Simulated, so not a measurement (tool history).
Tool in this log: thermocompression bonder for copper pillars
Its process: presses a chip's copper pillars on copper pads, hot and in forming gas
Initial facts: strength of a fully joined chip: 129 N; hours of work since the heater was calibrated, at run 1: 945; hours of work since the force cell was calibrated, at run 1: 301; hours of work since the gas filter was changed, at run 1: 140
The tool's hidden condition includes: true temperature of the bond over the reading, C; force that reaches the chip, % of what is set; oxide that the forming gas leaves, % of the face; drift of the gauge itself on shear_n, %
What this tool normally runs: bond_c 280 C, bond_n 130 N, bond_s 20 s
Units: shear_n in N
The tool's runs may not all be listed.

run	hour	bond_c	bond_n	bond_s	hours of work since the heater was calibrated	hours of work since the force cell was calibrated	hours of work since the gas filter was changed	shear_n
1	0	280	130	20	945	301	140	57.6
2	10	280	130	20	950	306	146	57.8
3	17	280	130	20	954	310	149	58.5
4	31.2	280	130	20	961	317	157	58.2
5	46.1	280	130	20	969	325	164	58.3
6	60.4	280	130	20	976	332	172	57.3
7	71.2	280	130	20	982	338	178	57.4
8	78.1	280	130	20	985	342	181	57.6
# hour 81.1: heater calibrated with a thermocouple chip
9	88.7	268	130	20	4	346	186	50.9
10	103.1	268	130	20	11	354	193	50.4
11	115.4	280	130	20	18	360	199	60.2
# hour 122.9: heater calibrated with a thermocouple chip, once more
12	126.4	280	130	20	2	365	204	48.9
13	135	280	89	20	6	369	209	32.8
14	144.2	304	89	36	11	374	213	59.3
15	153.6	257	130	20	16	379	218	33.2
16	162.5	299	85	20	21	383	223	43.3
17	169.8	280	130	58	24	387	227	70.8
18	183.6	280	130	58	32	394	234	69.4
19	198.4	280	123	25	39	402	242	51
20	206.1	290	109	21	43	406	246	48.2
21	217	290	109	21	49	412	251	49.1

3 options for the next run, each taken on its own from the tool as it stands now. Forecast them:
A	228.7	282	130	20	55	418	257	?
B	228.7	254	130	13	55	418	257	?
C	228.7	261	82	20	55	418	257	?

run	shear_n
A	50.6
B	25.5
C	20.4
Without the tool's unlogged condition, the same runs would have read:
run	shear_n
A	57.3
B	29
C	23.1

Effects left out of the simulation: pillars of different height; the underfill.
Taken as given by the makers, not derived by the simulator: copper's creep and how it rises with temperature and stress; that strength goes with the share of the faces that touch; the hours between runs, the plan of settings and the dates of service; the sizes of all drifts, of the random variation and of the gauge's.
